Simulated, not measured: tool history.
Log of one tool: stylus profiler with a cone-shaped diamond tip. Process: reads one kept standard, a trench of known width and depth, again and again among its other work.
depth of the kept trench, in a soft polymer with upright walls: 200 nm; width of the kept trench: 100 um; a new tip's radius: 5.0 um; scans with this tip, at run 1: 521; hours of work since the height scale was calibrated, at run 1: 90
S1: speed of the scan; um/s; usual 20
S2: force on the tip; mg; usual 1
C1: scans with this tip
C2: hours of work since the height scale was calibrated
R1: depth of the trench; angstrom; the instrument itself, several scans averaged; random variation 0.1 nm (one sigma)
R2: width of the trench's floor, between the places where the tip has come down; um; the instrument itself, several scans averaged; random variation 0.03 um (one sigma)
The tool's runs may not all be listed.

run,hour,S1,S2,C1,C2,R1,R2
1,0,20,1,521,90,2008.4,97.12
2,24.6,50,1,616,106,2007.6,97
3,45.5,50,1,696,120,2008,96.99
4,69.8,20,0.36,790,136,2005.6,97.06
5,83.4,20,0.57,842,145,2002.9,97.02
6,110.7,20,0.57,948,163,2007.2,97.06
7,124.9,20,0.43,1003,173,2003.5,97.07
8,151.3,20,0.43,1104,190,2006.8,97
9,179.4,20,0.43,1213,209,2003,97.01
10,199.3,20,0.88,1290,222,2006.7,97.07
11,213.6,13,0.67,1345,232,2007.5,97.08
12,230.6,13,0.67,1410,243,2006.3,97.06
13,243.9,13,0.67,1462,252,2006.7,97.04
14,273.6,13,0.67,1577,272,2007.3,96.99
15,304,10,0.48,1694,292,2005.7,97.05
16,333.8,20,2.64,1809,312,2013.2,97.02
17,366.6,20,2.64,1935,333,2016,97.05
18,398.7,64,2.04,2059,355,2014.1,96.91

Forecast run 19:
19,429.6,19,0.56,2178,375,?,?

R1: 2008.1 angstrom
R2: 96.99 um
Without the tool's hidden state the same run would have given R1 2004.2 angstrom, R2 97.12 um.
